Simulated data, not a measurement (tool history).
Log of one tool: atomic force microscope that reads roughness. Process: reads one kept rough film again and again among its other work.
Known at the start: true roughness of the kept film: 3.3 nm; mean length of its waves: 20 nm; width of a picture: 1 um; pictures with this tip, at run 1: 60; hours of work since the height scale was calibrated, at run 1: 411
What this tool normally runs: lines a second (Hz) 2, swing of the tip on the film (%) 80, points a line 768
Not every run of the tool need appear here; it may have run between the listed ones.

run   hour  lines a second (Hz)  swing of the tip on the film (%)  points a line  pictures with this tip  hours of work since the height scale was calibrated  roughness of the kept film (nm (root mean square))
  1      0                    2                                80            768                      60                                                  411                                               2.258
  2   76.9                    2                                80            768                     188                                                  462                                               2.026
  3    132                    2                                80            768                     280                                                  499                                               1.889
     144.3  -- new tip fitted
  4  171.6                    2                                80            768                      46                                                  526                                               2.319
  5    231                    2                                80            768                     144                                                  565                                               2.186
  6  275.5                    2                                80            768                     219                                                  595                                               2.038
  7  308.7                    2                                80            768                     274                                                  618                                               1.972
     323.7  -- new tip fitted
  8    347                    2                                80            768                      39                                                  643                                               2.376
  9  421.6                 1.45                                80            469                     163                                                  693                                               2.206
 10  467.6                 1.45                                80            469                     240                                                  724                                               2.067
     502.7  -- new tip fitted
 11  542.7                 1.25                                80            883                      66                                                  774                                               2.439
 12  606.1                 1.25                                69            328                     172                                                  817                                               2.253
 13    652                  0.7                                57            328                     248                                                  847                                               2.197
       686  -- new tip fitted
 14  715.6                    2                                71            607                      50                                                  890                                                2.48
 15    766                    2                                71            607                     134                                                  924                                               2.321
 16  841.9                    2                                71            607                     260                                                  974                                               2.088

Here are 3 independent what-if runs from the current tool condition. What would each one return?
       868  -- new tip fitted
  A  904.7                    2                                87            768                      61                                                 1016                                                   ?
       868  -- new tip fitted
  B  904.7                 0.95                                63            768                      61                                                 1016                                                   ?
       868  -- new tip fitted
  C  904.7                    2                                73            607                      61                                                 1016                                                   ?

run  roughness of the kept film (nm (root mean square))
  A                                                 2.2
  B                                               2.633
  C                                               2.423
Had the tool no hidden state, the same runs would have come out as:
run  roughness of the kept film (nm (root mean square))
  A                                               2.316
  B                                               2.771
  C                                                2.55
